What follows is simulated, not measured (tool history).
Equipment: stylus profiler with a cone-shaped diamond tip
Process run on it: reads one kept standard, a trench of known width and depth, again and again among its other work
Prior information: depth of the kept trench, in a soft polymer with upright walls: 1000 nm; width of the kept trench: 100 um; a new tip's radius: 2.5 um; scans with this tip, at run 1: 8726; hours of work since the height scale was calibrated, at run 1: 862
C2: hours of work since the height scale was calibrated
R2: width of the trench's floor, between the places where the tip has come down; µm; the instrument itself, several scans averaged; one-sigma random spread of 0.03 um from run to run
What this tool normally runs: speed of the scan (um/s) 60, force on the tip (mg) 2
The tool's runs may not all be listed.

Run 1, day 0: usual settings; scans with this tip 8726; C2 862. Result: depth of the trench (Å) 10179.4, R2 94.17 µm.
Run 2, day 4.321: usual settings; scans with this tip 9156; C2 905. Result: depth of the trench (Å) 10180.7, R2 94.15 µm.
Run 3, day 7.412: usual settings; scans with this tip 9465; C2 935. Result: depth of the trench (Å) 10180.7, R2 94.06 µm.
Run 4, day 11.646: usual settings; scans with this tip 9886; C2 977. Result: depth of the trench (Å) 10183.5, R2 94.02 µm.
Run 5, day 14.792: usual settings; scans with this tip 10200; C2 1008. Result: depth of the trench (Å) 10185.6, R2 93.97 µm.
Run 6, day 16.65: usual settings but speed of the scan (um/s) 39; scans with this tip 10385; C2 1026. Result: depth of the trench (Å) 10186.6, R2 93.99 µm.
Run 7, day 19.733: usual settings; scans with this tip 10692; C2 1057. Result: depth of the trench (Å) 10187.8, R2 93.9 µm.
Run 8, day 23.25: usual settings but speed of the scan (um/s) 55, force on the tip (mg) 3.15; scans with this tip 11043; C2 1091. Result: depth of the trench (Å) 10243.1, R2 93.92 µm.
Run 9, day 26.742: usual settings but speed of the scan (um/s) 55, force on the tip (mg) 0.81; scans with this tip 11391; C2 1126. Result: depth of the trench (Å) 10120.1, R2 93.65 µm.
Run 10, day 29.108: usual settings but speed of the scan (um/s) 55, force on the tip (mg) 0.81; scans with this tip 11626; C2 1149. Result: depth of the trench (Å) 10124.3, R2 93.62 µm.
Run 11, day 33.554: usual settings but speed of the scan (um/s) 153, force on the tip (mg) 0.94; scans with this tip 12069; C2 1193. Result: depth of the trench (Å) 10128.5, R2 92.76 µm.
Run 12, day 36.517: usual settings but speed of the scan (um/s) 56, force on the tip (mg) 0.87; scans with this tip 12364; C2 1222. Result: depth of the trench (Å) 10127.3, R2 93.55 µm.
Run 13, day 40.1: usual settings but speed of the scan (um/s) 56, force on the tip (mg) 0.87; scans with this tip 12722; C2 1257. Result: depth of the trench (Å) 10128.7, R2 93.5 µm.
Run 14, day 42.075: usual settings but speed of the scan (um/s) 102, force on the tip (mg) 2.43; scans with this tip 12918; C2 1277. Result: depth of the trench (Å) 10213.5, R2 93.43 µm.

Predict each of these 3 candidate next runs independently; none follows another, all start after run 14:
Run A, day 45.929: usual settings but speed of the scan (um/s) 102, force on the tip (mg) 0.79; scans with this tip 13302; C2 1315. Result: depth of the trench (Å) ?, R2 ?.
Run B, day 45.929: usual settings but speed of the scan (um/s) 29, force on the tip (mg) 3.05; scans with this tip 13302; C2 1315. Result: depth of the trench (Å) ?, R2 ?.
Run C, day 45.929: usual settings but speed of the scan (um/s) 33, force on the tip (mg) 1.95; scans with this tip 13302; C2 1315. Result: depth of the trench (Å) ?, R2 ?.

run  depth of the trench (Å)     R2
  A                  10130.7  92.96
  B                  10246.1  93.73
  C                  10197.2  93.77
With the hidden condition removed and each run's random variation left untouched, the same runs would have given:
run  depth of the trench (Å)     R2
  A                  10085.1  95.05
  B                    10200  95.82
  C                  10151.2  95.86

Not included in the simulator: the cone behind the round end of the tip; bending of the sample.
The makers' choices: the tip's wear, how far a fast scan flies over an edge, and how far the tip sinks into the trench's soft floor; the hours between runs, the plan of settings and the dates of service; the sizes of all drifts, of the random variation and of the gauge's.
